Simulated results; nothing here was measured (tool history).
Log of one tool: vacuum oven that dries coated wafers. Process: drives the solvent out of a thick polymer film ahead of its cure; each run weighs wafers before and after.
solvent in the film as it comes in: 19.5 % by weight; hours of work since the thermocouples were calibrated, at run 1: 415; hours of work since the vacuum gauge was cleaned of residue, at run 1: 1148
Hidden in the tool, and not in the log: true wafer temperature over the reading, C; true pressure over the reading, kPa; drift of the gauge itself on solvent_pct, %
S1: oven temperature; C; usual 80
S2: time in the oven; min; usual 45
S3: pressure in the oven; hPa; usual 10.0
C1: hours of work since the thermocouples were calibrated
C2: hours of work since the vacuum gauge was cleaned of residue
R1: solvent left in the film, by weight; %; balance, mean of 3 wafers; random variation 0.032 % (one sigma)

Run 1, hour 0.0: usual settings; C1 415; C2 1148. Result: R1 2.02 %.
Run 2, hour 37.4: usual settings but S3 5.6 hPa; C1 439; C2 1171. Result: R1 1.60 %.
Run 3, hour 94.8: usual settings; C1 476; C2 1208. Result: R1 2.01 %.
Run 4, hour 132.0: usual settings; C1 500; C2 1232. Result: R1 2.05 %.
Run 5, hour 189.5: usual settings; C1 537; C2 1269. Result: R1 2.02 %.
At hour 196.8: vacuum gauge cleaned of residue and calibrated.
Run 6, hour 235.2: usual settings; C1 565; C2 25. Result: R1 1.58 %.
Run 7, hour 274.8: usual settings; C1 590; C2 50. Result: R1 1.57 %.
Run 8, hour 315.8: usual settings but S1 92 C, S2 49 min; C1 616; C2 76. Result: R1 0.72 %.
Run 9, hour 370.7: usual settings but S1 75 C, S2 49 min, S3 15.4 hPa; C1 651; C2 111. Result: R1 2.72 %.
Run 10, hour 397.0: usual settings but S1 75 C, S2 49 min, S3 15.4 hPa; C1 668; C2 128. Result: R1 2.72 %.
Run 11, hour 446.7: usual settings but S1 75 C, S2 49 min, S3 15.4 hPa; C1 700; C2 160. Result: R1 2.66 %.
Run 12, hour 479.4: usual settings but S1 75 C, S2 34 min, S3 15.4 hPa; C1 721; C2 181. Result: R1 3.92 %.
Run 13, hour 538.7: usual settings but S1 75 C, S2 34 min, S3 15.4 hPa; C1 759; C2 219. Result: R1 3.89 %.
Run 14, hour 564.4: usual settings but S1 86 C, S2 23 min, S3 15.4 hPa; C1 775; C2 235. Result: R1 3.17 %.

Hidden state at the last listed run before each entry between runs and at the first one after, where it differs:
Between runs 5 and 6: vacuum gauge cleaned of residue and calibrated (hour 196.8)
  true wafer temperature over the reading, C: 0.7 -> 0.72; true pressure over the reading, kPa: 0.46 -> -0.003
  measured less the result without the state, R1: +0.34 -> -0.09 %
